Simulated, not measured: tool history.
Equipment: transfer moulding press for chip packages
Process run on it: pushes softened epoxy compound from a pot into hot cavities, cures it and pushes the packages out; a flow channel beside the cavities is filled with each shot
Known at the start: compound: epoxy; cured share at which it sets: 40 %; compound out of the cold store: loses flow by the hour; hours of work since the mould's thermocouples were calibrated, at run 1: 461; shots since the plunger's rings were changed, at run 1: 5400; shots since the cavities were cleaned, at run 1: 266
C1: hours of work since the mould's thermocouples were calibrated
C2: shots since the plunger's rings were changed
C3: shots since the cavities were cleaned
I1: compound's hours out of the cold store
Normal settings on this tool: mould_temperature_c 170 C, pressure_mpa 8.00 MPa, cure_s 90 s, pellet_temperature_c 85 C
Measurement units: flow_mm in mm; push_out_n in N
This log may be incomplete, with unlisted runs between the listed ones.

{"run": 1, "hour": 0.0, "mould_temperature_c": 170, "pressure_mpa": 8.0, "cure_s": 90, "pellet_temperature_c": 85, "C1": 461, "C2": 5400, "C3": 266, "I1": 30.0, "flow_mm": 878, "push_out_n": 498}
{"run": 2, "hour": 41.1, "mould_temperature_c": 170, "pressure_mpa": 8.0, "cure_s": 79, "pellet_temperature_c": 85, "C1": 491, "C2": 5989, "C3": 855, "I1": 33.1, "flow_mm": 862, "push_out_n": 894}
{"hour": 50.7, "done": "cavities cleaned with cleaning compound and waxed"}
{"hour": 75.2, "done": "plunger's sealing rings changed"}
{"run": 3, "hour": 93.3, "mould_temperature_c": 170, "pressure_mpa": 8.0, "cure_s": 90, "pellet_temperature_c": 85, "C1": 525, "C2": 259, "C3": 575, "I1": 10.4, "flow_mm": 984, "push_out_n": 634}
{"hour": 123.4, "done": "cavities cleaned with cleaning compound and waxed"}
{"run": 4, "hour": 149.1, "mould_temperature_c": 170, "pressure_mpa": 8.0, "cure_s": 90, "pellet_temperature_c": 85, "C1": 565, "C2": 1038, "C3": 368, "I1": 15.2, "flow_mm": 964, "push_out_n": 549}
{"run": 5, "hour": 174.6, "mould_temperature_c": 170, "pressure_mpa": 8.0, "cure_s": 90, "pellet_temperature_c": 85, "C1": 583, "C2": 1404, "C3": 734, "I1": 32.6, "flow_mm": 926, "push_out_n": 662}
{"hour": 193.8, "done": "cavities cleaned with cleaning compound and waxed"}
{"run": 6, "hour": 230.5, "mould_temperature_c": 170, "pressure_mpa": 8.0, "cure_s": 90, "pellet_temperature_c": 85, "C1": 622, "C2": 2183, "C3": 525, "I1": 36.3, "flow_mm": 908, "push_out_n": 572}
{"run": 7, "hour": 257.9, "mould_temperature_c": 170, "pressure_mpa": 8.0, "cure_s": 75, "pellet_temperature_c": 85, "C1": 642, "C2": 2577, "C3": 919, "I1": 43.2, "flow_mm": 881, "push_out_n": 978}
{"hour": 264.0, "done": "cavities cleaned with cleaning compound and waxed"}
{"run": 8, "hour": 306.2, "mould_temperature_c": 170, "pressure_mpa": 8.0, "cure_s": 75, "pellet_temperature_c": 85, "C1": 676, "C2": 3247, "C3": 605, "I1": 12.9, "flow_mm": 942, "push_out_n": 944}
{"hour": 334.1, "done": "cavities cleaned with cleaning compound and waxed"}
{"run": 9, "hour": 359.3, "mould_temperature_c": 170, "pressure_mpa": 7.01, "cure_s": 90, "pellet_temperature_c": 85, "C1": 713, "C2": 3988, "C3": 363, "I1": 25.1, "flow_mm": 858, "push_out_n": 589}
{"hour": 404.1, "done": "cavities cleaned with cleaning compound and waxed"}
{"run": 10, "hour": 408.7, "mould_temperature_c": 170, "pressure_mpa": 8.0, "cure_s": 90, "pellet_temperature_c": 85, "C1": 748, "C2": 4674, "C3": 67, "I1": 33.1, "flow_mm": 885, "push_out_n": 452}
{"run": 11, "hour": 443.1, "mould_temperature_c": 170, "pressure_mpa": 8.0, "cure_s": 90, "pellet_temperature_c": 85, "C1": 773, "C2": 5167, "C3": 560, "I1": 26.1, "flow_mm": 894, "push_out_n": 638}
{"hour": 473.5, "done": "mould's thermocouples calibrated"}
{"hour": 475.0, "done": "cavities cleaned with cleaning compound and waxed"}
{"run": 12, "hour": 483.8, "mould_temperature_c": 170, "pressure_mpa": 7.17, "cure_s": 90, "pellet_temperature_c": 85, "C1": 6, "C2": 5700, "C3": 127, "I1": 39.5, "flow_mm": 817, "push_out_n": 422}
{"hour": 535.4, "done": "plunger's sealing rings changed"}
{"run": 13, "hour": 537.3, "mould_temperature_c": 170, "pressure_mpa": 6.06, "cure_s": 90, "pellet_temperature_c": 85, "C1": 43, "C2": 26, "C3": 858, "I1": 15.8, "flow_mm": 842, "push_out_n": 634}
{"hour": 544.7, "done": "cavities cleaned with cleaning compound and waxed"}
{"run": 14, "hour": 575.1, "mould_temperature_c": 170, "pressure_mpa": 7.56, "cure_s": 90, "pellet_temperature_c": 85, "C1": 70, "C2": 547, "C3": 436, "I1": 30.4, "flow_mm": 903, "push_out_n": 531}
{"hour": 614.2, "done": "cavities cleaned with cleaning compound and waxed"}
{"run": 15, "hour": 622.2, "mould_temperature_c": 170, "pressure_mpa": 7.56, "cure_s": 90, "pellet_temperature_c": 85, "C1": 103, "C2": 1200, "C3": 114, "I1": 33.1, "flow_mm": 883, "push_out_n": 400}
{"run": 16, "hour": 661.4, "mould_temperature_c": 167, "pressure_mpa": 7.34, "cure_s": 73, "pellet_temperature_c": 79, "C1": 131, "C2": 1762, "C3": 676, "I1": 20.8, "flow_mm": 909, "push_out_n": 1188}
{"hour": 683.6, "done": "cavities cleaned with cleaning compound and waxed"}
{"run": 17, "hour": 691.2, "mould_temperature_c": 167, "pressure_mpa": 7.34, "cure_s": 73, "pellet_temperature_c": 91, "C1": 151, "C2": 2168, "C3": 109, "I1": 39.7, "flow_mm": 870, "push_out_n": 793}
{"run": 18, "hour": 719.9, "mould_temperature_c": 170, "pressure_mpa": 7.34, "cure_s": 105, "pellet_temperature_c": 91, "C1": 172, "C2": 2579, "C3": 520, "I1": 37.0, "flow_mm": 857, "push_out_n": 433}
{"hour": 750.7, "done": "cavities cleaned with cleaning compound and waxed"}
{"run": 19, "hour": 762.4, "mould_temperature_c": 170, "pressure_mpa": 9.79, "cure_s": 90, "pellet_temperature_c": 85, "C1": 202, "C2": 3168, "C3": 169, "I1": 15.6, "flow_mm": 1031, "push_out_n": 470}
{"run": 20, "hour": 787.3, "mould_temperature_c": 170, "pressure_mpa": 9.79, "cure_s": 90, "pellet_temperature_c": 85, "C1": 220, "C2": 3524, "C3": 525, "I1": 14.7, "flow_mm": 1023, "push_out_n": 572}
{"hour": 818.3, "done": "cavities cleaned with cleaning compound and waxed"}
{"run": 21, "hour": 820.0, "mould_temperature_c": 170, "pressure_mpa": 8.0, "cure_s": 129, "pellet_temperature_c": 82, "C1": 242, "C2": 3972, "C3": 26, "I1": 17.5, "flow_mm": 920, "push_out_n": 265}
{"run": 22, "hour": 858.6, "mould_temperature_c": 170, "pressure_mpa": 8.0, "cure_s": 90, "pellet_temperature_c": 93, "C1": 270, "C2": 4525, "C3": 579, "I1": 44.1, "flow_mm": 862, "push_out_n": 564}
{"hour": 887.0, "done": "cavities cleaned with cleaning compound and waxed"}
{"run": 23, "hour": 890.8, "mould_temperature_c": 170, "pressure_mpa": 8.0, "cure_s": 90, "pellet_temperature_c": 93, "C1": 292, "C2": 4965, "C3": 55, "I1": 17.4, "flow_mm": 906, "push_out_n": 413}
{"run": 24, "hour": 916.2, "mould_temperature_c": 168, "pressure_mpa": 7.02, "cure_s": 90, "pellet_temperature_c": 93, "C1": 311, "C2": 5329, "C3": 419, "I1": 17.0, "flow_mm": 851, "push_out_n": 628}
{"hour": 954.5, "done": "cavities cleaned with cleaning compound and waxed"}
{"run": 25, "hour": 956.7, "mould_temperature_c": 168, "pressure_mpa": 7.02, "cure_s": 90, "pellet_temperature_c": 93, "C1": 339, "C2": 5888, "C3": 31, "I1": 23.8, "flow_mm": 842, "push_out_n": 430}
{"hour": 996.1, "done": "plunger's sealing rings changed"}
{"run": 26, "hour": 1010.1, "mould_temperature_c": 170, "pressure_mpa": 6.72, "cure_s": 90, "pellet_temperature_c": 85, "C1": 376, "C2": 200, "C3": 760, "I1": 39.3, "flow_mm": 842, "push_out_n": 605}
{"hour": 1024.8, "done": "cavities cleaned with cleaning compound and waxed"}
{"run": 27, "hour": 1035.8, "mould_temperature_c": 170, "pressure_mpa": 6.72, "cure_s": 90, "pellet_temperature_c": 85, "C1": 393, "C2": 547, "C3": 157, "I1": 40.9, "flow_mm": 835, "push_out_n": 443}
{"run": 28, "hour": 1068.4, "mould_temperature_c": 170, "pressure_mpa": 8.0, "cure_s": 100, "pellet_temperature_c": 85, "C1": 417, "C2": 1015, "C3": 625, "I1": 8.9, "flow_mm": 971, "push_out_n": 512}

Results per run with the tool's hidden condition removed, run-to-run variation unchanged:
Hidden state at play: true mould temperature over the reading, C; pressure that reaches the compound, % of what is set; grip of the stained cavities, % over clean ones'; drift of the gauge itself on flow_mm, %; drift of the gauge itself on push_out_n, %.
run=1 flow_mm=938 push_out_n=357
run=2 flow_mm=926 push_out_n=486
run=3 flow_mm=982 push_out_n=369
run=4 flow_mm=971 push_out_n=346
run=5 flow_mm=936 push_out_n=364
run=6 flow_mm=925 push_out_n=338
run=7 flow_mm=902 push_out_n=505
run=8 flow_mm=972 push_out_n=521
run=9 flow_mm=892 push_out_n=361
run=10 flow_mm=926 push_out_n=352
run=11 flow_mm=941 push_out_n=357
run=12 flow_mm=872 push_out_n=351
run=13 flow_mm=846 push_out_n=364
run=14 flow_mm=912 push_out_n=352
run=15 flow_mm=898 push_out_n=336
run=16 flow_mm=930 push_out_n=708
run=17 flow_mm=894 push_out_n=657
run=18 flow_mm=886 push_out_n=273
run=19 flow_mm=1072 push_out_n=355
run=20 flow_mm=1069 push_out_n=348
run=21 flow_mm=965 push_out_n=250
run=22 flow_mm=910 push_out_n=342
run=23 flow_mm=961 push_out_n=362
run=24 flow_mm=907 push_out_n=400
run=25 flow_mm=903 push_out_n=385
run=26 flow_mm=843 push_out_n=338
run=27 flow_mm=839 push_out_n=353
run=28 flow_mm=981 push_out_n=307

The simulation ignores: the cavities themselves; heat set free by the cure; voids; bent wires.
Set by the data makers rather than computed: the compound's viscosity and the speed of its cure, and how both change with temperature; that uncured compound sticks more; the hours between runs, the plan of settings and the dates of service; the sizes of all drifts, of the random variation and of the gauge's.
